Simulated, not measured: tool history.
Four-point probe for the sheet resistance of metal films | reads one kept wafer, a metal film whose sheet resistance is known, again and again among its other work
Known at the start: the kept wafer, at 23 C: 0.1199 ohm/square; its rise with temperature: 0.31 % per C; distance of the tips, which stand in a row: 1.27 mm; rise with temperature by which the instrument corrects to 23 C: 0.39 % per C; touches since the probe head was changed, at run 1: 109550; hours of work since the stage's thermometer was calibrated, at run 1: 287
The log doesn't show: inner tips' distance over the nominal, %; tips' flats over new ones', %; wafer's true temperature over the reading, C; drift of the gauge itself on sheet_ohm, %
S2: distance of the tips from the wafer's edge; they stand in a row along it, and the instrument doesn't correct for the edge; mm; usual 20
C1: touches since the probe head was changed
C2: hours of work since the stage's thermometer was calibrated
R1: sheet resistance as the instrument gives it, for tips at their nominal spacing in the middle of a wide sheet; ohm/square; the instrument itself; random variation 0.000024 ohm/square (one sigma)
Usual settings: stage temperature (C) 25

run 1 hour=0.0 | stage_temperature_(C)=25 S2=20 | C1=109550 C2=287 | R1=0.120904
run 2 hour=7.8 | stage_temperature_(C)=25 S2=20 | C1=109947 C2=292 | R1=0.120894
run 3 hour=15.1 | stage_temperature_(C)=25 S2=20 | C1=110314 C2=296 | R1=0.120878
run 4 hour=28.7 | stage_temperature_(C)=34 S2=20 | C1=111002 C2=304 | R1=0.120098
run 5 hour=40.3 | stage_temperature_(C)=34 S2=20 | C1=111590 C2=311 | R1=0.120135
run 6 hour=47.0 | stage_temperature_(C)=25 S2=20 | C1=111933 C2=315 | R1=0.120908
run 7 hour=55.0 | stage_temperature_(C)=25 S2=20 | C1=112338 C2=320 | R1=0.120920
run 8 hour=67.2 | stage_temperature_(C)=19 S2=20 | C1=112952 C2=327 | R1=0.121435
run 9 hour=77.8 | stage_temperature_(C)=31 S2=20 | C1=113489 C2=334 | R1=0.120385
run 10 hour=92.1 | stage_temperature_(C)=31 S2=20 | C1=114215 C2=342 | R1=0.120382
run 11 hour=102.9 | stage_temperature_(C)=31 S2=20 | C1=114761 C2=349 | R1=0.120388
run 12 hour=112.6 | stage_temperature_(C)=31 S2=20 | C1=115253 C2=355 | R1=0.120397
run 13 hour=122.2 | stage_temperature_(C)=20 S2=12 | C1=115739 C2=360 | R1=0.121813
run 14 hour=135.4 | stage_temperature_(C)=20 S2=12 | C1=116410 C2=368 | R1=0.121877
-- hour=137.3 stage's thermometer calibrated
run 15 hour=147.7 | stage_temperature_(C)=29 S2=5 | C1=117007 C2=6 | R1=0.124324
run 16 hour=155.6 | stage_temperature_(C)=34 S2=21 | C1=117408 C2=11 | R1=0.120105
run 17 hour=165.6 | stage_temperature_(C)=34 S2=21 | C1=117914 C2=17 | R1=0.120113
run 18 hour=174.9 | stage_temperature_(C)=34 S2=34 | C1=118387 C2=23 | R1=0.119974
-- hour=181.5 stage's thermometer calibrated, once more
run 19 hour=189.7 | stage_temperature_(C)=19 S2=15 | C1=119107 C2=5 | R1=0.121804
run 20 hour=196.0 | stage_temperature_(C)=22 S2=49 | C1=119428 C2=9 | R1=0.121042
run 21 hour=204.6 | stage_temperature_(C)=34 S2=40 | C1=119864 C2=14 | R1=0.120028
run 22 hour=218.9 | stage_temperature_(C)=27 S2=7 | C1=120589 C2=23 | R1=0.122685
run 23 hour=225.5 | stage_temperature_(C)=27 S2=7 | C1=120925 C2=26 | R1=0.122675

The same runs without the tool's hidden state, with the same run-to-run variation:
run=1 R1=0.120003
run=2 R1=0.119990
run=3 R1=0.119970
run=4 R1=0.119188
run=5 R1=0.119219
run=6 R1=0.119984
run=7 R1=0.119993
run=8 R1=0.120499
run=9 R1=0.119450
run=10 R1=0.119440
run=11 R1=0.119441
run=12 R1=0.119444
run=13 R1=0.120846
run=14 R1=0.120903
run=15 R1=0.123337
run=16 R1=0.119145
run=17 R1=0.119148
run=18 R1=0.119006
run=19 R1=0.120755
run=20 R1=0.119996
run=21 R1=0.118987
run=22 R1=0.121615
run=23 R1=0.121603

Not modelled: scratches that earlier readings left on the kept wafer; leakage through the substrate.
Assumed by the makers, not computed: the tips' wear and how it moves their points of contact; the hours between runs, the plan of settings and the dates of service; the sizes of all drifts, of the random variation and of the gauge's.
